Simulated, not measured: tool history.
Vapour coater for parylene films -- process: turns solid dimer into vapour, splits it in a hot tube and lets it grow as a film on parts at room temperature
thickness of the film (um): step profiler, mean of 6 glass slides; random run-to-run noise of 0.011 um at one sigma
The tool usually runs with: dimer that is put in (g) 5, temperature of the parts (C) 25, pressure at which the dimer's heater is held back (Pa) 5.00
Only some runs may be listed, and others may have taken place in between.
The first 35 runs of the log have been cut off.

| run | day | dimer that is put in (g) | temperature of the parts (C) | pressure at which the dimer's heater is held back (Pa) | hours of work since the trap's valve was overhauled | hours of work since the table's thermometer was calibrated | thickness of the film (um) |
|---|---|---|---|---|---|---|---|
| 36 | 24.112 | 3 | 27 | 7.82 | 79 | 738 | 0.54 |
| 37 | 25.067 | 3 | 27 | 7.82 | 97 | 756 | 0.55 |
| 38 | 25.479 | 3 | 27 | 7.82 | 105 | 763 | 0.53 |
| 39 | 26.233 | 9 | 17 | 7.54 | 119 | 777 | 2.32 |
| 40 | 27.117 | 4 | 18 | 2.35 | 135 | 794 | 1.19 |
| 41 | 27.588 | 6 | 31 | 6.11 | 144 | 803 | 0.99 |
| 42 | 28.225 | 5 | 35 | 2.18 | 156 | 815 | 0.85 |
| 43 | 28.633 | 3 | 35 | 4.17 | 164 | 823 | 0.47 |
| 44 | 29.367 | 5 | 32 | 3.58 | 178 | 836 | 0.89 |
| 45 | 29.779 | 5 | 32 | 3.58 | 186 | 844 | 0.86 |
| 46 | 30.592 | 5 | 32 | 3.58 | 201 | 860 | 0.87 |
| 47 | 31.450 | 4 | 20 | 9.50 | 217 | 876 | 0.89 |

Alternative continuations, all from the tool just after run 47; predict every row:
| A | 32.188 | 5 | 36 | 5.00 | 231 | 890 | ? |
| B | 32.188 | 3 | 23 | 4.62 | 231 | 890 | ? |
| C | 32.188 | 7 | 25 | 8.79 | 231 | 890 | ? |
| D | 32.188 | 4 | 25 | 2.30 | 231 | 890 | ? |

| run | thickness of the film (um) |
|---|---|
| A | 0.71 |
| B | 0.68 |
| C | 1.35 |
| D | 0.96 |
The same runs, with their run-to-run variation unchanged, on a tool lacking any hidden condition would have given:
| run | thickness of the film (um) |
|---|---|
| A | 0.71 |
| B | 0.68 |
| C | 1.36 |
| D | 0.96 |

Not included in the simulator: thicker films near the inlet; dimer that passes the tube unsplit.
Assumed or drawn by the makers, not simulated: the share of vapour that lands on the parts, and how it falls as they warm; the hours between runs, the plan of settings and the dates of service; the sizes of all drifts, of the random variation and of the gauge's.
